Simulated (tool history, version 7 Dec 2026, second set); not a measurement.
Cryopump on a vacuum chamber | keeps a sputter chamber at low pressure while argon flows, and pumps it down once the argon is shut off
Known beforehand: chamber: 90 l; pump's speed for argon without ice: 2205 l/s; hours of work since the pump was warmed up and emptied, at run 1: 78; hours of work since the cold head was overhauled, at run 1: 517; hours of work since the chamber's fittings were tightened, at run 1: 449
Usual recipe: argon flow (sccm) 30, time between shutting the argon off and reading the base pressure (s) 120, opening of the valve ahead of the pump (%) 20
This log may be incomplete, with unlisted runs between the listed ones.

run,day,argon flow (sccm),time between shutting the argon off and reading the base pressure (s),opening of the valve ahead of the pump (%),hours of work since the pump was warmed up and emptied,hours of work since the cold head was overhauled,hours of work since the chamber's fittings were tightened,pressure while argon flows (Pa),pressure after the wait (uPa)
1,0,30,120,20,78,517,449,0.1171,0.41
2,1.071,30,120,43,89,528,459,0.0546,0.44
3,1.788,30,120,36,95,535,466,0.0654,0.42
4,2.608,30,120,36,103,542,474,0.0653,0.39
5,4.033,30,120,36,117,556,488,0.0654,0.41
6,4.842,30,120,36,125,564,495,0.0662,0.47
7,6.267,30,120,36,139,578,509,0.0662,0.43
8,7.35,30,120,36,149,588,520,0.0662,0.44
9,8.679,30,120,36,162,601,532,0.067,0.46
10,9.862,58,71,43,173,613,544,0.1091,0.62
11,11.054,58,71,43,185,624,555,0.1103,0.61
12,11.775,58,71,43,192,631,562,0.1104,0.63
13,12.683,58,71,43,201,640,571,0.1096,0.6
14,13.479,58,71,43,208,647,579,0.1095,0.63
15,14.871,50,28,20,222,661,592,0.1971,1.22

Some steps in pressure while argon flows (Pa) between neighbouring runs. How much of each would the tool show without its hidden state too (settings, what came in, random variation), and how much is left for the hidden state, with any gauge scatter that isn't in both results?
Unlogged tool condition in this case: pump's speed, % of a pump's without ice; cold plate's temperature, K; leak into the chamber, uPa l/s; drift of the gauge itself on working_pa, %; drift of the gauge itself on base_upa, %.
Run 9 -> 10: argon flow (sccm) 30 -> 58, time between shutting the argon off and reading the base pressure (s) 120 -> 71, opening of the valve ahead of the pump (%) 36 -> 43. pressure while argon flows (Pa) +0.0421: hidden state +0.0029, all else +0.0392.
Run 14 -> 15: argon flow (sccm) 58 -> 50, time between shutting the argon off and reading the base pressure (s) 71 -> 28, opening of the valve ahead of the pump (%) 43 -> 20. pressure while argon flows (Pa) +0.0876: hidden state -0.0005, all else +0.0881.
